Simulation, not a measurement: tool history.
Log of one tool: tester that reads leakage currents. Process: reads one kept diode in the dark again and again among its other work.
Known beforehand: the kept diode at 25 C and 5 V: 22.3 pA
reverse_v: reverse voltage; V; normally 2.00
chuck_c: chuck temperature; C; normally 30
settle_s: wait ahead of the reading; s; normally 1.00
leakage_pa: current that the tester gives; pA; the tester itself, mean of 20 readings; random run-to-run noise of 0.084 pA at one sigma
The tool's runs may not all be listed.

run    hour  reverse_v  chuck_c  settle_s  leakage_pa
  1     0.0       2.00       30      1.00       22.72
  2    85.2       2.00       30      1.71       22.12
  3   209.9       2.00       49      1.00       98.72
  4   317.8       2.00       30      1.00       22.56
  5   384.2       2.00       30      1.00       22.61
  6   475.6       2.00       30      1.00       22.57
  7   612.1       2.00       40      1.00       49.98
  8   718.5       2.00       40      1.00       49.89
  9   811.1       2.00       30      1.04       22.62
      822.1  -- chuck's temperature calibrated
 10   908.5       2.00       30      1.04       22.55
 11   972.4       5.04       30      1.00       35.78
 12  1074.5       1.12       30      1.00       17.04
 13  1193.9       1.12       30      1.00       17.05
     1230.9  -- probe card cleaned and baked
 14  1294.5       2.00       30      1.05       22.52
 15  1390.2       2.00       30      1.05       22.57
 16  1499.8       1.09       30      1.00       16.88
 17  1625.1       1.09       30      1.00       16.87
     1646.4  -- chuck's temperature calibrated
 18  1686.1       1.09       30      1.00       16.69
 19  1768.3       1.09       30      1.00       16.76
 20  1873.3       1.09       30      1.00       16.73
 21  2000.6       2.00       49      1.00       98.85
 22  2068.2       2.00       30      4.76       22.17
 23  2137.8       2.00       30      4.76       22.29
 24  2233.5       1.25       27      0.44       14.35
 25  2359.8       1.25       27      0.44       14.36
     2467.9  -- chuck's temperature calibrated
 26  2482.5       1.08       27      0.30       13.62
 27  2565.0       1.08       27      0.30       13.66
 28  2632.4       1.08       27      0.30       13.51
 29  2756.6       1.08       27      0.30       13.67
 30  2893.2       1.93       27      0.99       17.26
 31  2949.8       7.94       59      7.68      388.04
 32  3019.2       3.80       23      3.13       16.77
 33  3106.2      12.59       20      0.76       26.28
 34  3238.4      12.59       20      5.19       23.22
     3284.6  -- chuck's temperature calibrated
 35  3330.6      12.59       20      5.19       23.28
 36  3443.1      19.71       23      0.66       43.33
 37  3520.8      19.71       23      0.66       42.99
     3647.0  -- tester calibrated
 38  3657.6       4.21       25      2.57       21.02

Each row is a separate what-if for the run after 38, all from the same tool condition, not one after another. Results?
     3714.4  -- probe card cleaned and baked
  A  3724.8      11.06       20      1.00           ?
     3714.4  -- probe card cleaned and baked
  B  3724.8       2.16       26      2.30           ?
     3714.4  -- probe card cleaned and baked
  C  3724.8       1.90       52      0.48           ?
     3714.4  -- probe card cleaned and baked
  D  3724.8       4.04       28      1.00           ?

run  leakage_pa
  A       23.72
  B       16.56
  C      120.59
  D       27.17
Without the tool's unlogged condition, the same runs would have read:
run  leakage_pa
  A       23.71
  B       16.55
  C      120.54
  D       27.15
